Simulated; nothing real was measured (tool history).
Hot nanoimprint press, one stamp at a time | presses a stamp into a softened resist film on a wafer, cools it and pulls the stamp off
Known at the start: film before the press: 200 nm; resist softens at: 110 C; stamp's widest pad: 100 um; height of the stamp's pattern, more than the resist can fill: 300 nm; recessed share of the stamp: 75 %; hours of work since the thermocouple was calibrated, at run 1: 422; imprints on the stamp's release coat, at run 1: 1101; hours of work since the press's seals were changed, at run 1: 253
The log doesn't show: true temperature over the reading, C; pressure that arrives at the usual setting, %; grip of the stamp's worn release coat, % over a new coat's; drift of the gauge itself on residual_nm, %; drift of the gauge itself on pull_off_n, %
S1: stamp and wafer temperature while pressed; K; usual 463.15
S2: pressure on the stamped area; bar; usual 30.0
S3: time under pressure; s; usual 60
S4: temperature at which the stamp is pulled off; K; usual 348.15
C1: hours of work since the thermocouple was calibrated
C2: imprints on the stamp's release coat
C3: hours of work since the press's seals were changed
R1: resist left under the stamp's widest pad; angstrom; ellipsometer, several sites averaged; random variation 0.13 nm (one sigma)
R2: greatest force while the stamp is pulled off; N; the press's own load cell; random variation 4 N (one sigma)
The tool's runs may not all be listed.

run,day,S1,S2,S3,S4,C1,C2,C3,R1,R2
1,0.000,463.15,30.0,60,348.15,422,1101,253,892,236
2,1.546,463.15,30.0,60,348.15,450,1269,281,893,237
# day 2.717: stamp cleaned and given a new release coat
3,3.000,463.15,30.0,60,348.15,472,31,302,896,231
# day 3.892: plate thermocouple calibrated
4,4.562,463.15,30.0,60,348.15,12,187,328,896,242
5,6.325,463.15,30.0,60,348.15,44,378,360,894,230
6,8.012,463.15,30.0,43,348.15,74,561,390,1015,241
7,9.692,463.15,30.0,43,348.15,104,743,420,1019,241
8,11.450,463.15,30.0,43,348.15,136,934,452,1016,236
9,13.988,463.15,30.0,43,348.15,182,1209,498,1021,239
10,15.067,463.15,30.0,43,348.15,201,1326,517,1019,235
# day 15.679: stamp cleaned and given a new release coat
11,17.238,463.15,30.0,43,348.15,236,169,552,1021,241
12,18.808,463.15,30.0,102,348.15,264,340,580,726,230
13,20.571,463.15,30.0,102,348.15,296,531,612,726,240
14,23.050,463.15,30.0,102,348.15,341,800,657,725,234
15,24.862,463.15,30.0,102,348.15,373,996,689,723,238
16,27.104,463.15,30.0,102,348.15,414,1240,730,726,245
# day 28.538: stamp cleaned and given a new release coat
17,28.858,461.15,36.0,102,348.15,441,35,757,708,237
18,31.071,463.15,30.0,84,348.15,480,275,796,787,244
# day 31.488: plate thermocouple calibrated
19,32.958,462.15,30.0,84,348.15,27,466,828,813,234
20,34.625,463.15,35.4,60,342.15,57,646,858,846,265
21,36.833,463.15,35.4,60,342.15,96,886,898,843,272
22,38.812,463.15,35.4,60,342.15,132,1100,934,843,270
23,40.800,463.15,35.4,60,342.15,168,1316,969,847,270
# day 41.408: stamp cleaned and given a new release coat
24,42.333,457.15,30.7,61,339.15,191,100,993,1045,295
25,43.917,457.15,20.2,83,339.15,219,272,1021,1100,290
26,45.258,463.15,30.0,45,344.15,244,418,1045,1013,253
27,47.788,463.15,41.8,66,338.15,289,692,1091,755,287
28,49.633,463.15,41.8,66,338.15,322,892,1124,758,288
29,51.008,463.15,41.8,66,338.15,347,1041,1149,758,289

How the hidden state differs across the entries between the runs, from the last listed run before each to the first after it:
Between runs 2 and 3: stamp cleaned and given a new release coat (day 2.717)
  grip of the stamp's worn release coat, % over a new coat's: 0.4 -> 0; drift of the gauge itself on residual_nm, %: 0.06 -> 0.11
  measured less the result without the state, R1: +0 -> +1 angstrom
Between runs 3 and 4: plate thermocouple calibrated (day 3.892)
  true temperature over the reading, C: 0.02 -> 0; pressure that arrives at the usual setting, %: 99.97 -> 99.96; grip of the stamp's worn release coat, % over a new coat's: 0 -> 0.1; drift of the gauge itself on residual_nm, %: 0.11 -> 0.17
  measured less the result without the state, R1: +1 -> +2 angstrom
Between runs 10 and 11: stamp cleaned and given a new release coat (day 15.679)
  grip of the stamp's worn release coat, % over a new coat's: 0.4 -> 0.1; drift of the gauge itself on residual_nm, %: 0.6 -> 0.67
  measured less the result without the state, R1: +6 -> +7 angstrom
Between runs 16 and 17: stamp cleaned and given a new release coat (day 28.538)
  grip of the stamp's worn release coat, % over a new coat's: 0.4 -> 0; drift of the gauge itself on residual_nm, %: 1.07 -> 1.13
  measured less the result without the state, R1: +8 -> +8 angstrom
Between runs 18 and 19: plate thermocouple calibrated (day 31.488)
  true temperature over the reading, C: 0.02 -> 0; pressure that arrives at the usual setting, %: 99.92 -> 99.91; drift of the gauge itself on residual_nm, %: 1.22 -> 1.3
  measured less the result without the state, R1: +9 -> +11 angstrom
Between runs 23 and 24: stamp cleaned and given a new release coat (day 41.408)
  pressure that arrives at the usual setting, %: 99.9 -> 99.89; grip of the stamp's worn release coat, % over a new coat's: 0.4 -> 0; drift of the gauge itself on residual_nm, %: 1.61 -> 1.67
  measured less the result without the state, R1: +14 -> +18 angstrom
